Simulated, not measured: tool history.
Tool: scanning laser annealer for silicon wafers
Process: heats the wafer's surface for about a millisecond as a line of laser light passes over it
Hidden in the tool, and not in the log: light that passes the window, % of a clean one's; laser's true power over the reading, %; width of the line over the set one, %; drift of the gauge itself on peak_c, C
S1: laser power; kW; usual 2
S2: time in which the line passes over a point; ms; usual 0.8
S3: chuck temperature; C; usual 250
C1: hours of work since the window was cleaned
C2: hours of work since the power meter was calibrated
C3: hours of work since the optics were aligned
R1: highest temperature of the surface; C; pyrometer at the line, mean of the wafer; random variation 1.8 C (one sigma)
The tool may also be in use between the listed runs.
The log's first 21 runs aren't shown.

run 22 hour=326.2 | S1=2.014 S2=0.855 S3=264 | C1=41 C2=411 C3=557 | R1=1035
run 23 hour=345.9 | S1=1.976 S2=0.64 S3=264 | C1=49 C2=419 C3=565 | R1=929
run 24 hour=359.2 | S1=1.911 S2=0.838 S3=289 | C1=54 C2=425 C3=570 | R1=1014
run 25 hour=371.3 | S1=1.911 S2=0.838 S3=289 | C1=59 C2=430 C3=575 | R1=1013
run 26 hour=390.8 | S1=1.911 S2=0.838 S3=289 | C1=67 C2=438 C3=583 | R1=1015
run 27 hour=411.4 | S1=2.134 S2=0.8 S3=220 | C1=76 C2=446 C3=592 | R1=1012
run 28 hour=432.4 | S1=2.119 S2=0.57 S3=273 | C1=84 C2=455 C3=601 | R1=948
run 29 hour=451.9 | S1=2.119 S2=0.57 S3=273 | C1=92 C2=463 C3=609 | R1=944
run 30 hour=465.3 | S1=2.119 S2=0.709 S3=258 | C1=98 C2=468 C3=614 | R1=999
run 31 hour=476.3 | S1=1.895 S2=0.853 S3=253 | C1=103 C2=473 C3=619 | R1=976
run 32 hour=486.7 | S1=1.895 S2=0.8 S3=229 | C1=107 C2=477 C3=623 | R1=930

Forecast each of these 5 alternatives for the next run:
run A hour=497.1 | S1=2 S2=0.582 S3=250 | C1=111 C2=482 C3=627 | R1=?
run B hour=497.1 | S1=1.803 S2=0.673 S3=285 | C1=111 C2=482 C3=627 | R1=?
run C hour=497.1 | S1=1.895 S2=0.83 S3=244 | C1=111 C2=482 C3=627 | R1=?
run D hour=497.1 | S1=2.129 S2=0.792 S3=235 | C1=111 C2=482 C3=627 | R1=?
run E hour=497.1 | S1=2 S2=0.647 S3=272 | C1=111 C2=482 C3=627 | R1=?

run=A R1=888
run=B R1=901
run=C R1=955
run=D R1=1019
run=E R1=945
Without the tool's hidden state the same runs would have given:
run=A R1=907
run=B R1=919
run=C R1=976
run=D R1=1043
run=E R1=965

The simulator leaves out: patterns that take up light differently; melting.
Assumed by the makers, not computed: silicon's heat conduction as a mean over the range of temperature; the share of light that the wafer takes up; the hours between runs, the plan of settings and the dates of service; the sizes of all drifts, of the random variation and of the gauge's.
